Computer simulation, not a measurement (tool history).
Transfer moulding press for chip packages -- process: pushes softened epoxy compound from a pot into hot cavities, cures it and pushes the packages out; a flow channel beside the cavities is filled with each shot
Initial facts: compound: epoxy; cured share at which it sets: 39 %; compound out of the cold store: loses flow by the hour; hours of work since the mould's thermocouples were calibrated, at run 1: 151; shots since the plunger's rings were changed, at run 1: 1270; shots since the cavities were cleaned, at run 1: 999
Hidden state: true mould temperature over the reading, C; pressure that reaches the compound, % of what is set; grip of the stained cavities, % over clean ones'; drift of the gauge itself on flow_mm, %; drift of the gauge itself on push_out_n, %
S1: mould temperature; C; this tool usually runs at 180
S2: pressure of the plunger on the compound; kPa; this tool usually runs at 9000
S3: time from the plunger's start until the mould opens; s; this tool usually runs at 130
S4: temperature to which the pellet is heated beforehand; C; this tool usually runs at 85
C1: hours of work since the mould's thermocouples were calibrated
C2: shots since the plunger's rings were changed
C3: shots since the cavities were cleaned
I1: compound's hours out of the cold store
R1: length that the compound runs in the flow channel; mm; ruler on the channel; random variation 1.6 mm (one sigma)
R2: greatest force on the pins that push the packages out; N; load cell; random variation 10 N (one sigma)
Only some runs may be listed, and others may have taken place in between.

run,day,S1,S2,S3,S4,C1,C2,C3,I1,R1,R2
1,0,180,9000,130,85,151,1270,999,36.6,852,756
# day 0.379: cavities cleaned with cleaning compound and waxed
2,1.033,180,9000,130,85,170,1555,191,46.7,810,583
3,1.5,180,9000,130,85,179,1692,328,29.6,878,614
4,2.383,180,9000,130,79,195,1952,588,40.2,833,708
5,3.008,180,9000,130,79,207,2135,771,29.6,878,756
6,3.583,180,9000,130,79,218,2305,941,38.4,838,738
# day 4.117: cavities cleaned with cleaning compound and waxed
7,4.521,180,9000,130,79,235,2562,119,18,934,553
8,5.404,180,9000,130,85,252,2822,379,47.1,799,647
9,5.942,180,9000,130,85,262,2980,537,31.6,864,711
10,6.362,180,9000,152,85,270,3103,660,47.3,798,665
11,7.129,180,9000,152,85,285,3328,885,20.6,912,721
12,7.775,180,9000,152,85,297,3519,1076,28.6,877,733
# day 7.912: cavities cleaned with cleaning compound and waxed
13,8.758,180,9000,152,85,315,3789,249,22.2,903,577
14,9.429,180,8240,152,85,327,3986,446,29,832,628
15,10.171,180,8240,152,85,342,4204,664,9.3,924,682
16,11.025,180,8240,152,85,358,4455,915,39.4,786,733
# day 11.692: cavities cleaned with cleaning compound and waxed
17,11.704,180,10890,130,90,370,4637,4,47.3,867,463
18,12.579,180,10890,130,90,386,4894,261,21.5,988,620
19,13.446,180,7090,130,85,403,5148,515,9.3,849,690
# day 13.604: mould's thermocouples calibrated
20,13.967,180,7090,130,85,7,5278,645,35.9,736,693
21,14.458,180,7090,130,85,16,5422,789,22.8,788,719
# day 14.942: plunger's sealing rings changed
22,15.358,186,7830,163,81,31,122,1022,45.3,757,718
# day 15.608: cavities cleaned with cleaning compound and waxed
23,15.896,180,10370,117,85,40,262,84,9.2,1062,570
24,16.65,180,10370,117,85,55,484,306,32.4,940,655
25,17.121,180,10370,117,85,64,622,444,39,909,685
26,17.575,180,7580,121,85,73,756,578,20.1,856,727
# day 18.012: mould's thermocouples calibrated, once more
27,18.358,177,9000,111,85,7,961,783,32.8,878,981
28,19.071,182,8320,130,80,20,1171,993,47,778,746

Consider 4 possible next runs. They are alternatives, not a sequence: every one starts from the tool as it was left by run 28. What does each give?
# day 19.425: cavities cleaned with cleaning compound and waxed
A,19.758,180,8010,130,85,32,1354,97,24,?,?
# day 19.425: cavities cleaned with cleaning compound and waxed
B,19.758,182,7480,130,93,32,1354,97,30,?,?
# day 19.425: cavities cleaned with cleaning compound and waxed
C,19.758,182,8320,145,80,32,1354,97,19.4,?,?
# day 19.425: cavities cleaned with cleaning compound and waxed
D,19.758,182,8010,130,80,32,1354,97,34.7,?,?

run,R1,R2
A,863,536
B,802,517
C,895,503
D,807,493
Take away the tool's hidden state, keep each run's random variation, and the runs would have read:
run,R1,R2
A,872,484
B,811,466
C,905,453
D,815,444
